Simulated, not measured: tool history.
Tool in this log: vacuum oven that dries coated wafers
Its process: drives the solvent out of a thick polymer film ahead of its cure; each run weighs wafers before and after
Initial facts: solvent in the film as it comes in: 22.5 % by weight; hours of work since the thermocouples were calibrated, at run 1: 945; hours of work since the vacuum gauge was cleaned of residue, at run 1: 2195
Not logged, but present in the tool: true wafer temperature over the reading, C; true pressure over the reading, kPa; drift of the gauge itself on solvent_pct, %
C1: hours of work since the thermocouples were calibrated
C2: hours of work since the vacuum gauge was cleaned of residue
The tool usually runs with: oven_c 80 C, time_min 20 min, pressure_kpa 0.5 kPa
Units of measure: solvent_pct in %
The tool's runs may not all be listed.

Run 1, hour 0: usual settings; C1 945; C2 2195. Result: solvent_pct 4.35 %.
Run 2, hour 101.8: usual settings but pressure_kpa 0.303 kPa; C1 1017; C2 2267. Result: solvent_pct 4.27 %.
Run 3, hour 206.1: usual settings; C1 1090; C2 2340. Result: solvent_pct 4.31 %.
Run 4, hour 261: usual settings; C1 1129; C2 2379. Result: solvent_pct 4.33 %.
Run 5, hour 364: usual settings; C1 1201; C2 2451. Result: solvent_pct 4.29 %.
Run 6, hour 435.6: usual settings; C1 1252; C2 2501. Result: solvent_pct 4.25 %.
Run 7, hour 503: usual settings but pressure_kpa 0.251 kPa; C1 1299; C2 2549. Result: solvent_pct 4.18 %.
At hour 510.7: oven's thermocouples calibrated.
Run 8, hour 612.4: usual settings but pressure_kpa 0.251 kPa; C1 71; C2 2624. Result: solvent_pct 3.98 %.
Run 9, hour 696.7: usual settings but pressure_kpa 0.53 kPa; C1 131; C2 2683. Result: solvent_pct 4.04 %.
At hour 780.7: vacuum gauge cleaned of residue and calibrated.
At hour 797.9: oven's thermocouples calibrated, once more.
Run 10, hour 815.2: usual settings but time_min 14 min; C1 12; C2 23. Result: solvent_pct 6.99 %.
Run 11, hour 910.3: usual settings but time_min 15 min; C1 79; C2 90. Result: solvent_pct 6.46 %.
Run 12, hour 959: usual settings but oven_c 68 C, time_min 33 min, pressure_kpa 0.256 kPa; C1 113; C2 124. Result: solvent_pct 5.19 %.
Run 13, hour 1061.3: usual settings but oven_c 68 C, time_min 33 min, pressure_kpa 0.256 kPa; C1 185; C2 196. Result: solvent_pct 5.18 %.
Run 14, hour 1147: usual settings but oven_c 67 C, time_min 13 min, pressure_kpa 0.41 kPa; C1 245; C2 256. Result: solvent_pct 11.42 %.

What does the tool deliver on the next run?
Run 15, hour 1221.9: usual settings but oven_c 90 C, time_min 29 min, pressure_kpa 1.647 kPa; C1 298; C2 309. Result: solvent_pct ?.

solvent_pct: 1.09 %
Take away the tool's hidden state, keep the run-to-run variation as it was, and the same run would have given solvent_pct 1.05 %.
